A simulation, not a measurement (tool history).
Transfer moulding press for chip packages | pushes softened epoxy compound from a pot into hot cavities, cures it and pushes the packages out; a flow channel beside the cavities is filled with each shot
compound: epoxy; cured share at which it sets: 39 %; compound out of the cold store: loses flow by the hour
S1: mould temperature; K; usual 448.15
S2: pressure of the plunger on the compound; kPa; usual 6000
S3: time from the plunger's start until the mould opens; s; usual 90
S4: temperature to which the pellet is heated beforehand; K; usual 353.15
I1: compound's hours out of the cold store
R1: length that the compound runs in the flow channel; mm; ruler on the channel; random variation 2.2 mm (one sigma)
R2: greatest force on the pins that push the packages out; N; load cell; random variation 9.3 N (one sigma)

Run 1, day 0: usual settings; I1 32.3. Result: R1 574 mm, R2 405 N.
Run 2, day 0.662: usual settings; I1 18.2. Result: R1 596 mm, R2 557 N.
Run 3, day 1.092: usual settings but S4 345.15 K; I1 34.5. Result: R1 570 mm, R2 646 N.
Run 4, day 1.45: usual settings; I1 31. Result: R1 567 mm, R2 673 N.
Run 5, day 1.829: usual settings but S4 360.15 K; I1 40.1. Result: R1 550 mm, R2 686 N.
At day 2.633: cavities cleaned with cleaning compound and waxed.
Run 6, day 2.696: usual settings but S4 360.15 K; I1 15.7. Result: R1 596 mm, R2 445 N.
Run 7, day 3.238: usual settings but S2 5530 kPa; I1 10.7. Result: R1 581 mm, R2 553 N.
Run 8, day 3.758: usual settings but S2 5530 kPa; I1 22.6. Result: R1 556 mm, R2 607 N.
Run 9, day 4.538: usual settings but S2 5530 kPa; I1 18.7. Result: R1 559 mm, R2 721 N.
Run 10, day 4.996: usual settings; I1 47.2. Result: R1 531 mm, R2 764 N.
At day 5.288: cavities cleaned with cleaning compound and waxed.
Run 11, day 5.421: usual settings; I1 30.8. Result: R1 562 mm, R2 461 N.
At day 5.575: mould's thermocouples calibrated.
Run 12, day 6.138: usual settings; I1 40. Result: R1 542 mm, R2 555 N.
Run 13, day 6.792: usual settings but S3 115 s, S4 343.15 K; I1 45.3. Result: R1 533 mm, R2 620 N.
Run 14, day 7.571: usual settings but S2 6270 kPa, S3 86 s; I1 22.7. Result: R1 584 mm, R2 768 N.
At day 8.004: cavities cleaned with cleaning compound and waxed.
Run 15, day 8.146: usual settings but S2 6500 kPa, S3 91 s, S4 354.15 K; I1 47.1. Result: R1 549 mm, R2 457 N.
Run 16, day 8.558: usual settings but S2 5080 kPa, S4 350.15 K; I1 37.1. Result: R1 498 mm, R2 561 N.
At day 9.267: plunger's sealing rings changed.
Run 17, day 9.446: usual settings but S1 455.15 K, S2 5080 kPa, S4 350.15 K; I1 14.8. Result: R1 556 mm, R2 623 N.
Run 18, day 10.271: usual settings but S1 455.15 K, S2 5080 kPa, S4 350.15 K; I1 23.1. Result: R1 540 mm, R2 689 N.
At day 10.396: mould's thermocouples calibrated, once more.
At day 10.812: cavities cleaned with cleaning compound and waxed.
Run 19, day 10.921: usual settings but S1 446.15 K, S2 5190 kPa, S3 105 s, S4 343.15 K; I1 24.8. Result: R1 554 mm, R2 449 N.
Run 20, day 11.558: usual settings but S1 452.15 K, S2 4900 kPa; I1 25.8. Result: R1 527 mm, R2 560 N.
Run 21, day 11.917: usual settings but S1 452.15 K, S2 4900 kPa; I1 45.4. Result: R1 496 mm, R2 580 N.
Run 22, day 12.717: usual settings but S1 452.15 K, S2 4900 kPa; I1 41.4. Result: R1 501 mm, R2 694 N.
At day 13.454: cavities cleaned with cleaning compound and waxed.
Run 23, day 13.517: usual settings but S2 6490 kPa, S3 82 s, S4 363.15 K; I1 27.6. Result: R1 605 mm, R2 477 N.

3 ways to go on from here, each from the tool as it stands after run 23. What would each give?
Run A, day 14.238: usual settings but S2 5320 kPa, S3 105 s, S4 362.15 K; I1 34.5. Result: R1 ?, R2 ?.
Run B, day 14.238: usual settings but S2 6490 kPa, S3 77 s, S4 344.15 K; I1 21.8. Result: R1 ?, R2 ?.
Run C, day 14.238: usual settings but S2 5150 kPa, S4 361.15 K; I1 40.8. Result: R1 ?, R2 ?.

run   R1   R2
  A  533  535
  B  609  685
  C  515  575
Without the tool's hidden state the same runs would have given:
run   R1   R2
  A  545  392
  B  624  498
  C  527  419
